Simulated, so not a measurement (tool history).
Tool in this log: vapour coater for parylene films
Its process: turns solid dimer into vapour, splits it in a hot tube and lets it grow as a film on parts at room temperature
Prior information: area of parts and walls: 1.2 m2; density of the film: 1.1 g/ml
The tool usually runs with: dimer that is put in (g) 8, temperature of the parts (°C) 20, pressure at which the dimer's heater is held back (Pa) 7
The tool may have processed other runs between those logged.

run,hour,dimer that is put in (g),temperature of the parts (°C),pressure at which the dimer's heater is held back (Pa),thickness of the film (µm)
1,0,8,20,7,3.42
2,64.6,8,20,7,3.38
3,125.7,8,20,7,3.28
4,189.5,8,20,3.76,3.6
5,224.4,8,20,3.29,3.59
6,253.2,8,20,2.37,3.74
7,310.3,8,20,2.37,3.74
8,361.3,8,20,7,3.18
9,424.1,8,20,7,3.11
10,465.9,8,26,7,2.49
11,525.4,6,23,9.38,1.97
12,583.6,11,23,3.44,4.19
13,628.4,11,23,3.44,4.1
# hour 642.1: trap's valve overhauled
14,688,11,23,3.44,4.53
15,747.8,8,20,7.3,3.32
16,796.3,8,20,7.3,3.31
17,849.8,8,14,5.03,4.35
18,917.4,3,13,7,1.59

Predict each of these 4 candidate next runs independently; none follows another, all start after run 18:
A,947.1,12,27,7,?
B,947.1,8,25,7,?
C,947.1,3,13,3.87,?
D,947.1,3,15,5.02,?

run,thickness of the film (µm)
A,3.69
B,2.7
C,1.75
D,1.53
The same runs, with their run-to-run variation unchanged, on a tool lacking any hidden condition would have given:
run,thickness of the film (µm)
A,4.06
B,2.97
C,1.92
D,1.69
